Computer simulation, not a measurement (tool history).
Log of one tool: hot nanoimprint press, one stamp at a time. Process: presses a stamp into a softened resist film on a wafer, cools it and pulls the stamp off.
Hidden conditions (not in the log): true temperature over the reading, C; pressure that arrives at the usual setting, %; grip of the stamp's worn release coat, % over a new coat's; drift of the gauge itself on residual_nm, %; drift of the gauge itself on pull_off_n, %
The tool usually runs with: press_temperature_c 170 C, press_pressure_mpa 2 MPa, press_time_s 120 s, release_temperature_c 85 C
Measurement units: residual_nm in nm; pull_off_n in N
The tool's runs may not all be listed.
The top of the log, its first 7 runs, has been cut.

run,hour,press_temperature_c,press_pressure_mpa,press_time_s,release_temperature_c,hours of work since the thermocouple was calibrated,imprints on the stamp's release coat,hours of work since the press's seals were changed,residual_nm,pull_off_n
8,75.7,171,2,120,85,328,411,388,375.8,148
9,91,170,2,120,88,336,451,396,387.7,133
10,98.7,170,2,120,88,341,471,400,388.4,137
11,108.4,170,2,120,88,346,496,406,384.9,142
12,116.3,170,2,120,88,350,517,410,380.8,141
13,124.4,170,2,120,88,355,538,414,381.5,139
14,133.4,170,2,120,88,360,561,419,387.6,139
15,144.8,170,1.31,120,85,366,591,426,444.3,149
16,154.2,167,2,234,82,371,615,431,337.8,152
17,166.1,167,2,234,82,378,646,437,335.1,152
18,174.8,170,1.3,120,85,383,669,442,445.5,142
19,183.2,170,1.3,76,87,387,691,447,501.5,141
20,194.4,160,3.05,102,76,393,720,453,469.1,175
21,203.1,160,1.72,147,76,398,743,458,502.3,167
22,210.4,170,2.02,120,91,402,761,462,381.6,130
23,223.9,170,2,120,88,410,796,469,385.3,138
# hour 230.7: gauge calibrated
24,237.5,170,2,120,88,417,832,476,394.8,141
25,247.3,174,1.61,229,85,422,857,482,298,151
26,258.4,170,2.09,120,80,428,886,488,383.2,163
27,271.6,170,2.09,120,80,436,921,495,383.4,160
28,281.7,170,2.94,120,85,441,947,501,332.4,146
29,293,172,2.3,216,84,447,976,507,277,152
30,300.2,170,2,120,85,451,995,511,390.3,150

Forecast each of these 3 alternatives for the next run:
A,311.4,172,1.37,118,85,458,1024,517,?,?
B,311.4,170,2.39,120,85,458,1024,517,?,?
C,311.4,170,2,90,85,458,1024,517,?,?

run,residual_nm,pull_off_n
A,428.9,149
B,362.7,143
C,424.1,150
Without the tool's hidden state the same runs would have given:
run,residual_nm,pull_off_n
A,433.6,148
B,366.7,142
C,428.7,150

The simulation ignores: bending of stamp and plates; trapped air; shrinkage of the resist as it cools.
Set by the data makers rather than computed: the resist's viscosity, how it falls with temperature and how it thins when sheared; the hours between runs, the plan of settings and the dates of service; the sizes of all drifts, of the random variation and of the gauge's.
